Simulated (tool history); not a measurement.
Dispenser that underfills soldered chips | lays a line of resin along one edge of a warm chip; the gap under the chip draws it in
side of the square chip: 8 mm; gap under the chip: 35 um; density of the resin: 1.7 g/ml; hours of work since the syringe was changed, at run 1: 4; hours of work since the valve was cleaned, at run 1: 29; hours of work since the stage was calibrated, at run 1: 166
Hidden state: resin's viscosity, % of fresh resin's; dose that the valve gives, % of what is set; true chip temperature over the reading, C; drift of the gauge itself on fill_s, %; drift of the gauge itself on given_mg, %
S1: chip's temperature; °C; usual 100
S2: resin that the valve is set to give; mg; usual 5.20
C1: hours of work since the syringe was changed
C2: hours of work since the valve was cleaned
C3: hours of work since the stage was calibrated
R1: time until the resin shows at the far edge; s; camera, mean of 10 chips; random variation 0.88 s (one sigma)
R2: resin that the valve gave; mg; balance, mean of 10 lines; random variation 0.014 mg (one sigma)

Run 1, hour 0.0: usual settings; C1 4; C2 29; C3 166. Result: R1 99.4 s, R2 5.10 mg.
At hour 3.5: new syringe of resin.
Run 2, hour 12.4: usual settings; C1 5; C2 37; C3 173. Result: R1 108.0 s, R2 5.10 mg.
At hour 13.9: new syringe of resin.
At hour 24.0: new syringe of resin.
Run 3, hour 24.3: usual settings; C1 0; C2 44; C3 181. Result: R1 80.5 s, R2 5.09 mg.
Run 4, hour 31.6: usual settings but S1 92 °C; C1 5; C2 48; C3 185. Result: R1 145.1 s, R2 5.09 mg.
At hour 34.0: new syringe of resin.
At hour 44.3: new syringe of resin.
Run 5, hour 45.6: usual settings but S1 92 °C, S2 6.23 mg; C1 1; C2 57; C3 193. Result: R1 113.3 s, R2 6.08 mg.
Run 6, hour 52.0: usual settings but S1 92 °C, S2 6.64 mg; C1 5; C2 61; C3 197. Result: R1 138.2 s, R2 6.45 mg.
At hour 54.7: new syringe of resin.
At hour 65.1: new syringe of resin.
Run 7, hour 66.5: usual settings but S2 5.88 mg; C1 1; C2 69; C3 206. Result: R1 81.7 s, R2 5.70 mg.
Run 8, hour 72.9: usual settings but S2 5.88 mg; C1 5; C2 73; C3 210. Result: R1 100.9 s, R2 5.67 mg.
At hour 76.0: new syringe of resin.
Run 9, hour 79.5: usual settings; C1 2; C2 77; C3 214. Result: R1 87.9 s, R2 5.01 mg.
At hour 86.3: new syringe of resin.
Run 10, hour 90.3: usual settings; C1 2; C2 84; C3 220. Result: R1 91.4 s, R2 4.98 mg.
At hour 96.9: new syringe of resin.
Run 11, hour 101.1: usual settings; C1 3; C2 90; C3 227. Result: R1 91.2 s, R2 4.99 mg.
At hour 103.2: dispensing valve cleaned and set on the balance.
At hour 107.9: new syringe of resin.
Run 12, hour 116.5: usual settings; C1 5; C2 8; C3 235. Result: R1 105.2 s, R2 5.15 mg.
At hour 118.2: new syringe of resin.
At hour 128.7: new syringe of resin.
Run 13, hour 129.4: usual settings; C1 0; C2 16; C3 243. Result: R1 80.6 s, R2 5.18 mg.
At hour 139.4: new syringe of resin.
Run 14, hour 144.0: usual settings; C1 3; C2 25; C3 252. Result: R1 91.8 s, R2 5.16 mg.
At hour 150.0: new syringe of resin.
Run 15, hour 152.6: usual settings but S1 107 °C; C1 2; C2 30; C3 257. Result: R1 64.3 s, R2 5.14 mg.
At hour 160.8: new syringe of resin.
Run 16, hour 164.5: usual settings; C1 2; C2 37; C3 264. Result: R1 89.6 s, R2 5.13 mg.
At hour 171.5: new syringe of resin.
Run 17, hour 176.6: usual settings; C1 3; C2 44; C3 272. Result: R1 90.9 s, R2 5.12 mg.

Run 18 comes next. What will it give?
At hour 181.9: new syringe of resin.
Run 18, hour 191.0: usual settings; C1 6; C2 53; C3 280. Result: R1 ?, R2 ?.

Run 18 gave R1 105.7 s, R2 5.12 mg.
Without the tool's hidden state the same run would have given R1 81.9 s, R2 5.21 mg.

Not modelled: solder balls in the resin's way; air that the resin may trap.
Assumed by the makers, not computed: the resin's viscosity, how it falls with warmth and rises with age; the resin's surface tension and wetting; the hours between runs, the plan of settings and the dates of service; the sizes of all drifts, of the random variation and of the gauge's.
